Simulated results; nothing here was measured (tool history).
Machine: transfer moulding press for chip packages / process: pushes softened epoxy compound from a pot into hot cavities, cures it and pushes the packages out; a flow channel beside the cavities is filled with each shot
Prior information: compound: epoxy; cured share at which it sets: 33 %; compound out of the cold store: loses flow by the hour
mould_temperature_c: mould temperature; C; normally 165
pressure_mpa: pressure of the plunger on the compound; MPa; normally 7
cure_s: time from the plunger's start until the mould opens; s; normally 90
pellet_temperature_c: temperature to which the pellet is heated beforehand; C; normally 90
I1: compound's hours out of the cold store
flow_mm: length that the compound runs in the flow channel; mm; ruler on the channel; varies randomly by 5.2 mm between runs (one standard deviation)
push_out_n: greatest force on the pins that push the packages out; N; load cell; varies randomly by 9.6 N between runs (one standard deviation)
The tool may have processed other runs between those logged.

{"run": 1, "hour": 0.0, "mould_temperature_c": 165, "pressure_mpa": 7, "cure_s": 90, "pellet_temperature_c": 90, "I1": 46.2, "flow_mm": 785, "push_out_n": 465}
{"run": 2, "hour": 29.7, "mould_temperature_c": 165, "pressure_mpa": 7, "cure_s": 90, "pellet_temperature_c": 90, "I1": 16.7, "flow_mm": 876, "push_out_n": 580}
{"hour": 55.5, "done": "cavities cleaned with cleaning compound and waxed"}
{"run": 3, "hour": 56.8, "mould_temperature_c": 165, "pressure_mpa": 7, "cure_s": 90, "pellet_temperature_c": 90, "I1": 47.1, "flow_mm": 764, "push_out_n": 436}
{"run": 4, "hour": 97.3, "mould_temperature_c": 165, "pressure_mpa": 7, "cure_s": 90, "pellet_temperature_c": 90, "I1": 13.1, "flow_mm": 891, "push_out_n": 569}
{"hour": 115.0, "done": "cavities cleaned with cleaning compound and waxed"}
{"run": 5, "hour": 118.8, "mould_temperature_c": 171, "pressure_mpa": 7, "cure_s": 90, "pellet_temperature_c": 90, "I1": 12.2, "flow_mm": 864, "push_out_n": 432}
{"run": 6, "hour": 158.4, "mould_temperature_c": 171, "pressure_mpa": 7, "cure_s": 90, "pellet_temperature_c": 90, "I1": 33.8, "flow_mm": 774, "push_out_n": 530}
{"hour": 174.1, "done": "cavities cleaned with cleaning compound and waxed"}
{"run": 7, "hour": 183.3, "mould_temperature_c": 165, "pressure_mpa": 7, "cure_s": 90, "pellet_temperature_c": 100, "I1": 11.6, "flow_mm": 875, "push_out_n": 502}
{"run": 8, "hour": 229.3, "mould_temperature_c": 165, "pressure_mpa": 7, "cure_s": 90, "pellet_temperature_c": 90, "I1": 16.5, "flow_mm": 849, "push_out_n": 626}
{"hour": 235.2, "done": "cavities cleaned with cleaning compound and waxed"}
{"run": 9, "hour": 252.2, "mould_temperature_c": 165, "pressure_mpa": 7, "cure_s": 90, "pellet_temperature_c": 85, "I1": 22.2, "flow_mm": 832, "push_out_n": 516}
{"run": 10, "hour": 275.0, "mould_temperature_c": 165, "pressure_mpa": 7, "cure_s": 90, "pellet_temperature_c": 97, "I1": 19.2, "flow_mm": 840, "push_out_n": 575}
{"hour": 295.7, "done": "cavities cleaned with cleaning compound and waxed"}
{"run": 11, "hour": 297.2, "mould_temperature_c": 165, "pressure_mpa": 7, "cure_s": 90, "pellet_temperature_c": 97, "I1": 36.9, "flow_mm": 772, "push_out_n": 450}
{"run": 12, "hour": 321.4, "mould_temperature_c": 172, "pressure_mpa": 7, "cure_s": 90, "pellet_temperature_c": 90, "I1": 13.3, "flow_mm": 834, "push_out_n": 501}
{"run": 13, "hour": 348.7, "mould_temperature_c": 172, "pressure_mpa": 7, "cure_s": 90, "pellet_temperature_c": 90, "I1": 24, "flow_mm": 784, "push_out_n": 543}
{"hour": 354.6, "done": "cavities cleaned with cleaning compound and waxed"}
{"run": 14, "hour": 391.0, "mould_temperature_c": 172, "pressure_mpa": 7, "cure_s": 90, "pellet_temperature_c": 90, "I1": 25.2, "flow_mm": 777, "push_out_n": 494}
{"hour": 411.5, "done": "plunger's sealing rings changed"}
{"hour": 416.6, "done": "cavities cleaned with cleaning compound and waxed"}
{"run": 15, "hour": 417.6, "mould_temperature_c": 165, "pressure_mpa": 8.55, "cure_s": 109, "pellet_temperature_c": 90, "I1": 31.9, "flow_mm": 925, "push_out_n": 406}
{"run": 16, "hour": 438.3, "mould_temperature_c": 166, "pressure_mpa": 7, "cure_s": 95, "pellet_temperature_c": 84, "I1": 27.6, "flow_mm": 858, "push_out_n": 510}
{"run": 17, "hour": 459.9, "mould_temperature_c": 172, "pressure_mpa": 7, "cure_s": 81, "pellet_temperature_c": 90, "I1": 39.5, "flow_mm": 793, "push_out_n": 550}
{"hour": 476.9, "done": "cavities cleaned with cleaning compound and waxed"}
{"run": 18, "hour": 487.9, "mould_temperature_c": 172, "pressure_mpa": 7, "cure_s": 81, "pellet_temperature_c": 90, "I1": 37.4, "flow_mm": 802, "push_out_n": 467}
{"run": 19, "hour": 529.1, "mould_temperature_c": 172, "pressure_mpa": 7, "cure_s": 88, "pellet_temperature_c": 96, "I1": 20.5, "flow_mm": 846, "push_out_n": 515}
{"hour": 537.1, "done": "cavities cleaned with cleaning compound and waxed"}
{"run": 20, "hour": 571.1, "mould_temperature_c": 172, "pressure_mpa": 7, "cure_s": 88, "pellet_temperature_c": 96, "I1": 36.9, "flow_mm": 781, "push_out_n": 505}
{"hour": 597.2, "done": "cavities cleaned with cleaning compound and waxed"}
{"run": 21, "hour": 597.3, "mould_temperature_c": 172, "pressure_mpa": 7, "cure_s": 88, "pellet_temperature_c": 96, "I1": 29.1, "flow_mm": 814, "push_out_n": 414}
{"run": 22, "hour": 619.3, "mould_temperature_c": 170, "pressure_mpa": 7, "cure_s": 97, "pellet_temperature_c": 83, "I1": 38.8, "flow_mm": 777, "push_out_n": 476}
{"hour": 658.1, "done": "cavities cleaned with cleaning compound and waxed"}
{"run": 23, "hour": 667.4, "mould_temperature_c": 170, "pressure_mpa": 5.84, "cure_s": 111, "pellet_temperature_c": 90, "I1": 8.8, "flow_mm": 797, "push_out_n": 432}
{"run": 24, "hour": 692.5, "mould_temperature_c": 165, "pressure_mpa": 7, "cure_s": 105, "pellet_temperature_c": 84, "I1": 39.5, "flow_mm": 785, "push_out_n": 503}
{"hour": 719.4, "done": "cavities cleaned with cleaning compound and waxed"}
{"run": 25, "hour": 727.2, "mould_temperature_c": 171, "pressure_mpa": 6.67, "cure_s": 90, "pellet_temperature_c": 81, "I1": 9.6, "flow_mm": 848, "push_out_n": 441}

3 ways to go on from here, each from the tool as it stands after run 25. What would each give?
{"run": "A", "hour": 770.3, "mould_temperature_c": 158, "pressure_mpa": 7, "cure_s": 86, "pellet_temperature_c": 85, "I1": 34.1, "flow_mm": "?", "push_out_n": "?"}
{"run": "B", "hour": 770.3, "mould_temperature_c": 166, "pressure_mpa": 6.31, "cure_s": 90, "pellet_temperature_c": 82, "I1": 14.5, "flow_mm": "?", "push_out_n": "?"}
{"run": "C", "hour": 770.3, "mould_temperature_c": 168, "pressure_mpa": 8.14, "cure_s": 70, "pellet_temperature_c": 90, "I1": 25.2, "flow_mm": "?", "push_out_n": "?"}

run=A flow_mm=810 push_out_n=845
run=B flow_mm=812 push_out_n=562
run=C flow_mm=866 push_out_n=703
With no hidden state in the tool, these same runs would have given:
run=A flow_mm=861 push_out_n=654
run=B flow_mm=863 push_out_n=418
run=C flow_mm=920 push_out_n=535
